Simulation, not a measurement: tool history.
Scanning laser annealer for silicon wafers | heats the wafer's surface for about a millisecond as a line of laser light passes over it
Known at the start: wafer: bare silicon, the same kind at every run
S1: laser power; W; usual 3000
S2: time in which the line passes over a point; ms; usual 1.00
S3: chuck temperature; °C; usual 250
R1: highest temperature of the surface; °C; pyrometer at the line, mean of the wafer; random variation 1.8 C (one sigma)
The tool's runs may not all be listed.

run,day,S1,S2,S3,R1
1,0.000,3000,1.00,250,995
2,0.254,3000,1.00,250,993
3,0.517,3000,1.00,250,993
4,0.783,3000,1.00,219,961
5,1.050,3000,1.00,219,961
6,1.342,3000,1.00,219,958
7,1.825,3000,1.00,217,957
8,2.421,2767,1.00,250,915
9,2.767,3000,1.00,250,988
10,3.088,3000,1.11,250,1028
11,3.700,3000,1.11,250,1031
12,3.962,3000,1.11,250,1027
13,4.508,3000,1.11,250,1027
14,5.083,3000,1.00,273,1008
15,5.529,3000,1.00,281,1013
16,6.071,3063,1.00,281,1033
# day 6.242: laser's power meter calibrated
17,6.604,2584,1.11,250,883
# day 6.850: optics aligned, line set to its width
# day 7.379: laser's power meter calibrated, once more
18,7.446,3275,1.14,275,1191
19,7.717,3000,0.73,250,896
20,8.146,3000,0.73,250,896
21,8.712,3019,0.72,250,896
22,9.171,3019,0.78,249,921
23,9.512,3019,0.86,240,944

Hidden state or all else? Some run-to-run changes of R1, split into what the settings, what came in and random variation would give without the hidden state, and what is left for the hidden state (with any gauge scatter that isn't in both results):
The hidden state here: light that passes the window, % of a clean one's; laser's true power over the reading, %; width of the line over the set one, %; drift of the gauge itself on peak_c, C.
Run 17 -> 18: S1 2584 -> 3275, S2 1.11 -> 1.14, S3 250 -> 275, optics aligned, line set to its width, laser's power meter calibrated, once more. R1 +308 °C: hidden state +14, all else +294.
Run 18 -> 19: S1 3275 -> 3000, S2 1.14 -> 0.73, S3 275 -> 250. R1 -295 °C: hidden state +13, all else -308.
